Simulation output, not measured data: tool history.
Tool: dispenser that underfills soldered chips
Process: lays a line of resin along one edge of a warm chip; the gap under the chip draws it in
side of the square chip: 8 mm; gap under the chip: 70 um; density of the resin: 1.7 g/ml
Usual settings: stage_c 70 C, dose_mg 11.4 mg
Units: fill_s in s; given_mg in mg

run	hour	stage_c	dose_mg	fill_s	given_mg
1	0.0	70	11.4	64.8	11.32
2	6.9	70	11.4	79.5	11.28
# hour 10.3: new syringe of resin
3	14.1	72	11.4	61.8	11.27
# hour 23.2: new syringe of resin
4	23.2	72	11.2	54.9	11.03
5	32.1	71	11.4	73.0	11.19
# hour 35.9: new syringe of resin
6	44.1	71	9.9	75.4	9.67
# hour 49.0: new syringe of resin
# hour 50.0: dispensing valve cleaned and set on the balance
7	55.1	71	9.9	67.0	9.88
# hour 63.5: new syringe of resin
8	63.5	70	14.5	57.7	14.39
9	75.0	64	11.4	100.8	11.26
# hour 76.2: new syringe of resin
10	83.4	64	11.4	89.0	11.27
# hour 89.4: new syringe of resin
11	94.8	64	11.4	86.8	11.20
# hour 102.3: new syringe of resin
12	102.3	64	11.4	75.0	11.16
13	111.0	70	14.1	73.0	13.76
# hour 115.0: new syringe of resin
# hour 118.9: dispensing valve cleaned and set on the balance
14	119.8	70	14.1	64.6	14.09
15	127.0	70	14.1	77.4	14.03
# hour 128.9: new syringe of resin
16	139.3	70	14.1	76.8	13.97
# hour 141.8: new syringe of resin
17	146.0	70	11.4	66.2	11.27
18	152.2	62	11.9	102.6	11.77
# hour 154.6: new syringe of resin
19	160.6	62	11.9	91.0	11.71
# hour 167.8: new syringe of resin
20	171.1	69	12.1	66.1	11.85
# hour 181.1: new syringe of resin
21	182.2	78	12.3	46.3	12.01
# hour 188.1: dispensing valve cleaned and set on the balance
22	192.3	78	12.3	60.2	12.33
# hour 195.4: new syringe of resin
23	201.4	75	14.2	56.7	14.15
# hour 208.6: new syringe of resin
24	213.2	75	14.2	55.6	14.07
# hour 221.7: new syringe of resin
25	224.3	75	14.2	52.6	14.03
26	230.4	75	14.2	62.7	14.00
# hour 235.2: new syringe of resin
27	239.5	75	14.2	54.6	13.96
28	246.3	76	11.4	66.4	11.19
# hour 248.7: new syringe of resin
29	252.1	65	13.1	76.5	12.80
# hour 256.9: dispensing valve cleaned and set on the balance
# hour 262.7: new syringe of resin
30	264.7	68	12.2	66.0	12.15
31	272.3	69	13.3	78.1	13.19
# hour 276.1: new syringe of resin
32	278.6	75	11.7	52.2	11.57
# hour 288.9: new syringe of resin
33	289.4	75	11.7	49.3	11.58

4 ways to go on from here, each from the tool as it stands after run 33. What would each give?
A	296.8	69	11.1	?	?
B	296.8	58	11.4	?	?
C	296.8	71	12.8	?	?
D	296.8	59	14.3	?	?

run	fill_s	given_mg
A	75.0	10.94
B	111.8	11.18
C	68.2	12.61
D	103.8	14.05
Without the tool's hidden state the same runs would have given:
run	fill_s	given_mg
A	62.0	11.13
B	92.9	11.38
C	56.5	12.82
D	86.4	14.30
